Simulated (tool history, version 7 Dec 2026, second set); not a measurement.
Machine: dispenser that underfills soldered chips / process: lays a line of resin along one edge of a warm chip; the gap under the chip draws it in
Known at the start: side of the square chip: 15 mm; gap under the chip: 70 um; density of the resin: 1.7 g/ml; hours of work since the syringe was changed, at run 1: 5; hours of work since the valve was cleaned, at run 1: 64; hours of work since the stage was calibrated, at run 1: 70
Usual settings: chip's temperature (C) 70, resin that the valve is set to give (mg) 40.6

run,hour,chip's temperature (C),resin that the valve is set to give (mg),hours of work since the syringe was changed,hours of work since the valve was cleaned,hours of work since the stage was calibrated,time until the resin shows at the far edge (s),resin that the valve gave (mg)
1,0,70,40.6,5,64,70,238.6,37.73
2,4.3,70,40.6,8,66,72,278,37.7
# hour 7.3: new syringe of resin
3,9.2,70,40.6,1,69,75,196.4,37.82
4,12.7,70,40.6,3,71,77,219.6,37.62
5,18.6,70,40.6,7,75,81,269,37.79
6,21.8,70,40.6,9,77,83,295.7,37.58
# hour 22.7: new syringe of resin
7,29.6,70,40.6,4,81,87,224.2,37.29
8,32.9,70,40.6,6,83,89,245.2,37.25
# hour 37.9: new syringe of resin
9,37.9,70,40.6,0,86,92,181.5,37.11
10,44.3,70,40.6,4,90,96,223.9,36.9
11,49.1,70,40.6,7,93,99,260.7,36.69
# hour 53.1: new syringe of resin
12,53.6,70,40.6,0,95,102,186.3,36.43
13,57,70,37.9,2,97,104,209.5,34.04
14,63.1,70,37.9,6,101,107,249.8,34.16
# hour 68.2: new syringe of resin
15,68.5,70,44.2,0,104,110,181.7,39.42
# hour 72.9: dispensing valve cleaned and set on the balance
16,73.5,70,44.2,3,0,113,203.4,44.27
17,77.4,70,44.2,5,3,115,229,44.16
18,83.8,62,40.6,9,7,119,441.4,40.4
# hour 84.4: new syringe of resin
19,91.3,62,40.6,4,11,123,336,40.01
20,97.2,62,45.6,8,15,127,413.8,45.11
# hour 99.6: new syringe of resin
21,101.1,62,41.1,1,17,129,290.3,40.62
22,104.4,76,36.6,3,19,131,156,35.81
23,111.1,76,36.6,7,23,135,187.4,35.8
24,114.2,76,36.6,9,25,137,210.6,35.41
# hour 115.1: new syringe of resin
25,117.8,66,46.9,2,27,139,240.7,45.8
26,123.2,77,41.5,5,30,142,158.9,40.15
27,128.1,77,41.5,8,33,145,186,40.16
# hour 130.7: new syringe of resin
28,133.3,59,41.5,2,36,148,365.9,40.06
29,138.1,57,51.6,4,39,151,465.5,49.73
30,144.3,83,37.3,8,43,155,145.2,35.96
# hour 146.2: new syringe of resin
31,150.9,62,35.8,3,46,159,336.1,34.25
32,154,70,45.1,5,48,161,223.5,43.18
33,157.6,57,35.4,7,50,163,551.9,33.98
# hour 161.8: new syringe of resin
34,164.4,57,35.4,2,54,167,418.8,33.66
35,169,67,37.9,4,57,170,273.3,35.74

Each row is a separate what-if for the run after 35, all from the same tool condition, not one after another. Results?
A,173.5,65,46.2,7,60,172,?,?
B,173.5,74,38,7,60,172,?,?
C,173.5,67,46.4,7,60,172,?,?
D,173.5,69,39.6,7,60,172,?,?

run,time until the resin shows at the far edge (s),resin that the valve gave (mg)
A,337.2,43.77
B,213.6,35.86
C,294.5,43.73
D,274,37.39
Had the tool no hidden state, the same runs would have come out as:
run,time until the resin shows at the far edge (s),resin that the valve gave (mg)
A,240.7,46.39
B,151,38
C,210.2,46.33
D,194.4,39.62
